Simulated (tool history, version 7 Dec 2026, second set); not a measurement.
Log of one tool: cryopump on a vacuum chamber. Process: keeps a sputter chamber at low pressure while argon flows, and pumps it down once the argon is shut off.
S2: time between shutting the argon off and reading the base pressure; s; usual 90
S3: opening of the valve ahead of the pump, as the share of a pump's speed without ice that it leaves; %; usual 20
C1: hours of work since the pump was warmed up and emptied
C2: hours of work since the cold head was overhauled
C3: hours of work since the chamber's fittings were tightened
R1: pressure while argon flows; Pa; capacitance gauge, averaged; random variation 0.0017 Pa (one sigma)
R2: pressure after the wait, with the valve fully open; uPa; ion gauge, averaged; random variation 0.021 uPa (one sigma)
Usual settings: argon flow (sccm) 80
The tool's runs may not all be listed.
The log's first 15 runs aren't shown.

Run 16, hour 211.5: usual settings but argon flow (sccm) 132, S2 248 s; C1 418; C2 418; C3 125. Result: R1 0.6840 Pa, R2 0.35 uPa.
Run 17, hour 228.9: usual settings but argon flow (sccm) 48, S2 248 s; C1 431; C2 431; C3 137. Result: R1 0.2508 Pa, R2 0.38 uPa.
Run 18, hour 246.6: usual settings but argon flow (sccm) 85, S2 66 s, S3 26 %; C1 443; C2 443; C3 150. Result: R1 0.3441 Pa, R2 0.59 uPa.
Run 19, hour 262.0: usual settings but argon flow (sccm) 102, S2 43 s; C1 454; C2 454; C3 161. Result: R1 0.5327 Pa, R2 0.79 uPa.
Run 20, hour 277.3: usual settings but argon flow (sccm) 121, S2 166 s, S3 25 %; C1 465; C2 465; C3 172. Result: R1 0.5100 Pa, R2 0.47 uPa.
Run 21, hour 290.6: usual settings but argon flow (sccm) 121, S2 166 s, S3 25 %; C1 474; C2 474; C3 181. Result: R1 0.5081 Pa, R2 0.49 uPa.
Run 22, hour 305.9: usual settings but argon flow (sccm) 112, S2 87 s, S3 25 %; C1 485; C2 485; C3 192. Result: R1 0.4710 Pa, R2 0.55 uPa.
Run 23, hour 322.3: usual settings but argon flow (sccm) 40, S2 22 s, S3 27 %; C1 497; C2 497; C3 204. Result: R1 0.1584 Pa, R2 1.21 uPa.
Run 24, hour 336.4: usual settings but argon flow (sccm) 124, S2 34 s, S3 27 %; C1 507; C2 507; C3 214. Result: R1 0.4866 Pa, R2 0.90 uPa.
Run 25, hour 353.6: usual settings but argon flow (sccm) 124, S2 34 s, S3 27 %; C1 519; C2 519; C3 226. Result: R1 0.4873 Pa, R2 0.90 uPa.
Run 26, hour 363.5: usual settings but argon flow (sccm) 74, S2 165 s, S3 26 %; C1 526; C2 526; C3 233. Result: R1 0.3013 Pa, R2 0.43 uPa.
Run 27, hour 380.3: usual settings but argon flow (sccm) 105, S2 24 s; C1 538; C2 538; C3 245. Result: R1 0.5572 Pa, R2 1.19 uPa.
Run 28, hour 393.5: usual settings but argon flow (sccm) 105, S2 24 s; C1 547; C2 547; C3 254. Result: R1 0.5519 Pa, R2 1.19 uPa.
Run 29, hour 401.9: usual settings but argon flow (sccm) 60, S2 88 s, S3 38 %; C1 553; C2 553; C3 260. Result: R1 0.1718 Pa, R2 0.64 uPa.
Run 30, hour 417.8: usual settings but argon flow (sccm) 60, S2 88 s, S3 38 %; C1 565; C2 565; C3 271. Result: R1 0.1708 Pa, R2 0.64 uPa.
Run 31, hour 434.0: usual settings but argon flow (sccm) 60, S2 88 s, S3 38 %; C1 576; C2 576; C3 283. Result: R1 0.1702 Pa, R2 0.63 uPa.
Run 32, hour 449.0: usual settings but argon flow (sccm) 104, S2 112 s, S3 38 %; C1 587; C2 587; C3 294. Result: R1 0.2982 Pa, R2 0.58 uPa.
Run 33, hour 458.0: usual settings but argon flow (sccm) 104, S2 50 s, S3 52 %; C1 593; C2 593; C3 300. Result: R1 0.2235 Pa, R2 0.77 uPa.

Forecast each of these 5 alternatives for the next run:
Run A, hour 467.9: usual settings but S2 35 s; C1 600; C2 600; C3 307. Result: R1 ?, R2 ?.
Run B, hour 467.9: usual settings but argon flow (sccm) 98, S2 95 s; C1 600; C2 600; C3 307. Result: R1 ?, R2 ?.
Run C, hour 467.9: usual settings but argon flow (sccm) 121, S2 49 s; C1 600; C2 600; C3 307. Result: R1 ?, R2 ?.
Run D, hour 467.9: usual settings but argon flow (sccm) 104, S2 75 s, S3 52 %; C1 600; C2 600; C3 307. Result: R1 ?, R2 ?.
Run E, hour 467.9: usual settings but argon flow (sccm) 144, S2 250 s, S3 31 %; C1 600; C2 600; C3 307. Result: R1 ?, R2 ?.

run      R1    R2
  A  0.4235  1.01
  B  0.5172  0.63
  C  0.6372  0.84
  D  0.2209  0.66
  E  0.5017  0.46
Without the tool's hidden state the same runs would have given:
run      R1    R2
  A  0.4090  0.77
  B  0.4995  0.39
  C  0.6154  0.59
  D  0.2023  0.43
  E  0.4756  0.22
